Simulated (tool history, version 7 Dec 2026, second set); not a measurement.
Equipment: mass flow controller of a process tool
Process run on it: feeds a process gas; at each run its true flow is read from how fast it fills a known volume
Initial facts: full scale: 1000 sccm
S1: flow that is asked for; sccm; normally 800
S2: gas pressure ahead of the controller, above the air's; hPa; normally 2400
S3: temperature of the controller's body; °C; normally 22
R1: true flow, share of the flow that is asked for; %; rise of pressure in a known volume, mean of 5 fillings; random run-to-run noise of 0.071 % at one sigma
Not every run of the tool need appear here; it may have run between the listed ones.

run 1 day=0.000 | S1=800 S2=2400 S3=22 | R1=100.02
run 2 day=3.250 | S1=800 S2=1460 S3=22 | R1=99.45
run 3 day=6.550 | S1=800 S2=1460 S3=22 | R1=99.46
run 4 day=9.342 | S1=800 S2=2400 S3=35 | R1=100.26
run 5 day=14.071 | S1=800 S2=2400 S3=35 | R1=100.12
run 6 day=18.104 | S1=800 S2=2400 S3=35 | R1=99.97
run 7 day=20.375 | S1=800 S2=2160 S3=22 | R1=99.19
run 8 day=22.633 | S1=800 S2=2160 S3=22 | R1=99.11
run 9 day=25.158 | S1=800 S2=2160 S3=22 | R1=99.26
run 10 day=28.638 | S1=800 S2=2400 S3=22 | R1=99.02
run 11 day=32.171 | S1=800 S2=2400 S3=22 | R1=99.01
run 12 day=35.221 | S1=800 S2=2400 S3=22 | R1=98.88
run 13 day=39.138 | S1=800 S2=2400 S3=38 | R1=99.61
run 14 day=41.442 | S1=800 S2=2400 S3=22 | R1=98.60
run 15 day=45.992 | S1=800 S2=2400 S3=22 | R1=98.47
run 16 day=49.783 | S1=800 S2=2400 S3=22 | R1=98.55
run 17 day=52.021 | S1=139 S2=2400 S3=22 | R1=98.16
run 18 day=55.221 | S1=718 S2=1970 S3=28 | R1=98.56
run 19 day=57.712 | S1=645 S2=1920 S3=39 | R1=99.00
run 20 day=62.433 | S1=264 S2=1950 S3=32 | R1=98.48
run 21 day=67.025 | S1=211 S2=2400 S3=39 | R1=98.58
run 22 day=71.492 | S1=131 S2=2100 S3=30 | R1=97.88
run 23 day=76.246 | S1=391 S2=2030 S3=26 | R1=97.86
run 24 day=80.454 | S1=800 S2=1640 S3=22 | R1=97.51

Expected results for the next run?
-- day=84.021 gauge calibrated
run 25 day=84.496 | S1=800 S2=2000 S3=26 | R1=?

{"run 25": {"R1": 100.02}}
If the tool had no hidden condition, the same run with the same run-to-run variation would have returned R1 100.03 %.
